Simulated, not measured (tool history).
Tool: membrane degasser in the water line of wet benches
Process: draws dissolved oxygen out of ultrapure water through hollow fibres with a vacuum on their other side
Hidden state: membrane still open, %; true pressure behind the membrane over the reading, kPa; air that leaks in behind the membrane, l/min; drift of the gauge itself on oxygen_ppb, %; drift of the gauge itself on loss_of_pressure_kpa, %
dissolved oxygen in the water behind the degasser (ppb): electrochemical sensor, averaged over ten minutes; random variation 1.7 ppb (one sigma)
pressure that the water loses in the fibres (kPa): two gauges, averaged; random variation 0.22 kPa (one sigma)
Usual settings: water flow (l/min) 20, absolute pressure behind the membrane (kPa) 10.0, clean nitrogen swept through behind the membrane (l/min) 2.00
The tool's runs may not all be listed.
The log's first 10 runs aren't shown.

run	hour	water flow (l/min)	absolute pressure behind the membrane (kPa)	clean nitrogen swept through behind the membrane (l/min)	hours since the membrane was changed	hours since the vacuum gauge was calibrated	hours since the vacuum lines were made tight	dissolved oxygen in the water behind the degasser (ppb)	pressure that the water loses in the fibres (kPa)
# hour 1831.5: vacuum gauge calibrated
11	1946.5	20	10.0	2.00	2311	115	5224	174.7	53.04
12	2178.2	20	10.0	2.00	2543	347	5456	180.2	53.10
13	2377.6	20	10.0	2.00	2742	546	5655	181.2	53.33
# hour 2499.7: seals of the vacuum lines changed
14	2613.4	20	10.0	2.00	2976	780	114	176.0	53.21
15	2783.8	20	10.0	2.00	3146	950	284	175.3	53.34
16	2949.1	20	14.1	2.00	3312	1116	449	268.1	53.72
17	3076.2	12	10.0	3.25	3439	1243	576	65.0	32.42
18	3329.3	12	10.0	3.25	3692	1496	830	64.7	32.13
19	3495.7	18	20.3	2.58	3858	1662	996	289.4	48.06
20	3645.6	12	20.1	2.00	4008	1812	1146	250.3	32.26
21	3846.5	14	20.1	2.75	4209	2013	1347	211.6	37.83
22	4055.4	17	22.0	1.35	4418	2222	1556	536.6	45.30
23	4311.8	20	8.4	1.00	4674	2478	1812	253.6	53.46
24	4485.8	22	10.0	2.00	4848	2652	1986	207.1	59.24
25	4626.8	29	7.8	1.93	4989	2793	2127	242.0	78.57
26	4860.6	29	9.1	3.26	5223	3027	2361	211.2	79.17
27	5100.8	26	6.3	2.00	5463	3267	2601	156.0	70.49
28	5252.2	26	11.0	1.18	5615	3419	2753	422.1	70.49
29	5497.0	20	23.6	2.00	5860	3663	2997	489.0	54.35
30	5637.0	19	18.3	2.37	6000	3803	3137	307.2	51.73
31	5773.7	20	13.0	3.92	6136	3940	3274	143.7	54.73
32	5948.7	20	11.9	3.34	6311	4115	3449	154.4	54.23

Forecast each of these 4 alternatives for the next run:
A	6172.5	17	12.7	3.34	6535	4339	3673	?	?
B	6172.5	21	8.2	2.00	6535	4339	3673	?	?
C	6172.5	20	9.8	3.34	6535	4339	3673	?	?
D	6172.5	20	10.0	1.60	6535	4339	3673	?	?

run	dissolved oxygen in the water behind the degasser (ppb)	pressure that the water loses in the fibres (kPa)
A	133.9	46.53
B	156.7	57.31
C	121.8	54.63
D	227.3	54.56
Without the tool's hidden state the same runs would have given:
run	dissolved oxygen in the water behind the degasser (ppb)	pressure that the water loses in the fibres (kPa)
A	123.0	44.56
B	139.8	54.89
C	109.4	52.32
D	208.3	52.24

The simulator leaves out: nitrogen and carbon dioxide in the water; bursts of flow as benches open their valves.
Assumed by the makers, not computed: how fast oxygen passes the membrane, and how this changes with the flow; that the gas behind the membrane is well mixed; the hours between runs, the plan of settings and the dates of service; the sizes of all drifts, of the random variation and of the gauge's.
